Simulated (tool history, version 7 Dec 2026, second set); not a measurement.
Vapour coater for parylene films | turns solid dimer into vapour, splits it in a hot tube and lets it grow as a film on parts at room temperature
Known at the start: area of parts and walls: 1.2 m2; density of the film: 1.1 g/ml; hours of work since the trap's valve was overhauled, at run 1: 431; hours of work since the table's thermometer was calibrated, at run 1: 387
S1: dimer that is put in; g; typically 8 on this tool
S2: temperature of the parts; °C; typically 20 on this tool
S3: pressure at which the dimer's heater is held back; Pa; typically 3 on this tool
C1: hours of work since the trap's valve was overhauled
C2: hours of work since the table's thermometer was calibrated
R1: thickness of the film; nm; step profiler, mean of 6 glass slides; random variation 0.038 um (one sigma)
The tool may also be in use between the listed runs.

Run 1, hour 0: usual settings; C1 431; C2 387. Result: R1 4190 nm.
Run 2, hour 15.3: usual settings but S2 25 °C; C1 444; C2 400. Result: R1 3450 nm.
Run 3, hour 34.1: usual settings but S2 25 °C; C1 461; C2 416. Result: R1 3520 nm.
Run 4, hour 43.1: usual settings but S2 25 °C; C1 468; C2 424. Result: R1 3500 nm.
Run 5, hour 54.8: usual settings but S3 2.15 Pa; C1 478; C2 434. Result: R1 4370 nm.
Run 6, hour 73: usual settings but S3 2.15 Pa; C1 494; C2 450. Result: R1 4480 nm.
Run 7, hour 83.6: usual settings but S3 2.15 Pa; C1 503; C2 459. Result: R1 4450 nm.
Run 8, hour 91.3: usual settings; C1 510; C2 466. Result: R1 4100 nm.
At hour 100.4: trap's valve overhauled.
Run 9, hour 110.3: usual settings; C1 9; C2 479. Result: R1 4450 nm.
Run 10, hour 126.9: usual settings but S1 12 g, S3 4.99 Pa; C1 23; C2 493. Result: R1 5980 nm.
Run 11, hour 136.2: usual settings but S2 13 °C, S3 2.24 Pa; C1 31; C2 501. Result: R1 5890 nm.
At hour 138: table's thermometer calibrated.
Run 12, hour 150.6: usual settings but S2 28 °C; C1 43; C2 11. Result: R1 3360 nm.
Run 13, hour 162: usual settings but S2 28 °C; C1 53; C2 21. Result: R1 3390 nm.
Run 14, hour 170.7: usual settings but S2 28 °C; C1 60; C2 28. Result: R1 3350 nm.
Run 15, hour 185.3: usual settings but S2 28 °C; C1 73; C2 41. Result: R1 3320 nm.
Run 16, hour 197: usual settings but S2 28 °C; C1 83; C2 51. Result: R1 3320 nm.
At hour 203.8: table's thermometer calibrated, once more.
Run 17, hour 216.8: usual settings but S1 7 g, S2 28 °C; C1 99; C2 11. Result: R1 2830 nm.
Run 18, hour 225: usual settings but S1 3 g, S2 15 °C; C1 107; C2 18. Result: R1 1930 nm.

Alternative continuations, all from the tool just after run 18; predict every row:
Run A, hour 239: usual settings but S1 14 g; C1 119; C2 31. Result: R1 ?.
Run B, hour 239: usual settings but S1 11 g, S2 13 °C, S3 11.21 Pa; C1 119; C2 31. Result: R1 ?.
Run C, hour 239: usual settings but S1 12 g, S3 2.48 Pa; C1 119; C2 31. Result: R1 ?.
Run D, hour 239: usual settings but S1 9 g, S3 2.84 Pa; C1 119; C2 31. Result: R1 ?.

run    R1
  A  7580
  B  5820
  C  6700
  D  4960
With no hidden state in the tool, these same runs would have given:
run    R1
  A  7720
  B  5930
  C  6820
  D  5050

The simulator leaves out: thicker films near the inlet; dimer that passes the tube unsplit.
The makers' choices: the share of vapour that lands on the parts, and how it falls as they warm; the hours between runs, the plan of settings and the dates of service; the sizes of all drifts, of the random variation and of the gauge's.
